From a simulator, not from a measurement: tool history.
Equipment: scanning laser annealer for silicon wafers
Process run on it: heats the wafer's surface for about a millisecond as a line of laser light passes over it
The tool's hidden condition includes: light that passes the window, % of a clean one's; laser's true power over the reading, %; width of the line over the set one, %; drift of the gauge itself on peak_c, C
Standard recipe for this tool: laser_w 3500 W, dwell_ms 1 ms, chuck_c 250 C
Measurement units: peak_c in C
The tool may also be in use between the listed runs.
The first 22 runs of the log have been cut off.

run	hour	laser_w	dwell_ms	chuck_c	hours of work since the window was cleaned	hours of work since the power meter was calibrated	hours of work since the optics were aligned	peak_c
23	756.1	3260	1	220	217	816	851	938
24	793.8	3260	1	220	245	843	879	939
25	832.7	3722	1	285	273	872	907	1117
26	854.1	3722	1	285	289	887	923	1115
27	894	3495	1.03	249	318	917	952	1033
28	920.9	3500	0.92	285	338	936	972	1024
29	949.6	3500	1.06	231	359	957	993	1026
30	974	3787	0.96	262	377	975	1011	1088
31	996.5	3787	0.96	262	393	992	1027	1084
# hour 1011.2: window over the wafer cleaned
32	1020.5	3500	1.02	228	7	1008	1043	1015
33	1049.9	3115	1.05	228	28	1029	1065	933
34	1082.2	3640	1.05	242	52	1053	1088	1084
35	1121.1	3640	0.91	243	81	1082	1117	1019
36	1156.8	3640	0.91	243	107	1108	1143	1018
37	1193.7	3640	0.91	243	134	1135	1170	1018
38	1236	3684	0.91	273	165	1166	1201	1053
39	1267	3684	0.91	273	187	1188	1224	1056
40	1295	3419	1.1	243	208	1209	1244	1035
41	1315.3	3419	1.03	263	223	1224	1259	1028

Each row is a separate what-if for the run after 41, all from the same tool condition, not one after another. Results?
A	1358.4	3838	0.85	214	254	1255	1291	?
B	1358.4	3315	1	247	254	1255	1291	?
C	1358.4	3022	1.17	263	254	1255	1291	?
D	1358.4	3676	0.82	250	254	1255	1291	?

run	peak_c
A	1001
B	973
C	970
D	987
Stripped of hidden state, with their random variation kept, the same runs would have yielded:
run	peak_c
A	1029
B	999
C	996
D	1013
